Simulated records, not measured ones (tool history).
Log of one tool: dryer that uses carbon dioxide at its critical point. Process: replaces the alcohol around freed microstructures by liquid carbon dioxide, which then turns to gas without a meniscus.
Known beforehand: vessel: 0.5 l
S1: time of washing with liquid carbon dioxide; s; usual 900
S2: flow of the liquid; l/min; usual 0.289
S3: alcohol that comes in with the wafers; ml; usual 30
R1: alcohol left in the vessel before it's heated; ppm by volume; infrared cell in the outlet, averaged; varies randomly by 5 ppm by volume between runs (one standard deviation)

Run 1, hour 0: usual settings. Result: R1 87 ppm by volume.
Run 2, hour 26.4: usual settings. Result: R1 94 ppm by volume.
Run 3, hour 53.1: usual settings. Result: R1 101 ppm by volume.
Run 4, hour 81.3: usual settings. Result: R1 102 ppm by volume.
Run 5, hour 98.6: usual settings. Result: R1 100 ppm by volume.
Run 6, hour 122.7: usual settings. Result: R1 105 ppm by volume.
Run 7, hour 148.5: usual settings. Result: R1 107 ppm by volume.
Run 8, hour 166.7: usual settings but S1 1080 s. Result: R1 83 ppm by volume.
Run 9, hour 185.2: usual settings. Result: R1 99 ppm by volume.
Run 10, hour 213.5: usual settings. Result: R1 111 ppm by volume.
Run 11, hour 238.3: usual settings. Result: R1 118 ppm by volume.
Run 12, hour 252: usual settings but S2 0.267 l/min. Result: R1 141 ppm by volume.
Run 13, hour 266.3: usual settings but S3 104 ml. Result: R1 180 ppm by volume.
Run 14, hour 284.1: usual settings but S3 104 ml. Result: R1 187 ppm by volume.
Run 15, hour 298.7: usual settings but S3 54 ml. Result: R1 132 ppm by volume.
Run 16, hour 323: usual settings but S1 1020 s, S2 0.352 l/min, S3 67 ml. Result: R1 96 ppm by volume.
Run 17, hour 351.5: usual settings but S2 0.21 l/min, S3 59 ml. Result: R1 529 ppm by volume.
Run 18, hour 369.4: usual settings but S3 36 ml. Result: R1 122 ppm by volume.
Run 19, hour 393.3: usual settings but S3 36 ml. Result: R1 134 ppm by volume.
Run 20, hour 414.1: usual settings but S1 1080 s, S2 0.429 l/min, S3 36 ml. Result: R1 90 ppm by volume.
Run 21, hour 427.5: usual settings but S1 960 s, S2 0.302 l/min, S3 28 ml. Result: R1 106 ppm by volume.
Run 22, hour 453.6: usual settings but S1 960 s, S2 0.302 l/min, S3 28 ml. Result: R1 108 ppm by volume.
Run 23, hour 467.5: usual settings but S1 780 s, S2 0.446 l/min, S3 22 ml. Result: R1 99 ppm by volume.
Run 24, hour 488.4: usual settings but S2 0.333 l/min, S3 22 ml. Result: R1 113 ppm by volume.
Run 25, hour 516.7: usual settings but S2 0.333 l/min, S3 22 ml. Result: R1 108 ppm by volume.
Run 26, hour 533: usual settings but S2 0.333 l/min, S3 22 ml. Result: R1 108 ppm by volume.
Run 27, hour 545.6: usual settings but S1 720 s, S2 0.333 l/min, S3 22 ml. Result: R1 151 ppm by volume.
Run 28, hour 561: usual settings but S1 720 s, S2 0.333 l/min, S3 22 ml. Result: R1 148 ppm by volume.

Forecast each of these 4 alternatives for the next run:
Run A, hour 577.5: usual settings but S1 720 s, S2 0.333 l/min, S3 29 ml. Result: R1 ?.
Run B, hour 577.5: usual settings but S1 720 s, S2 0.363 l/min, S3 22 ml. Result: R1 ?.
Run C, hour 577.5: usual settings but S2 0.317 l/min. Result: R1 ?.
Run D, hour 577.5: usual settings but S2 0.255 l/min, S3 22 ml. Result: R1 ?.

run   R1
  A  172
  B  129
  C  117
  D  167
Stripped of hidden state, with their random variation kept, the same runs would have yielded:
run  R1
  A  45
  B  20
  C   8
  D  43
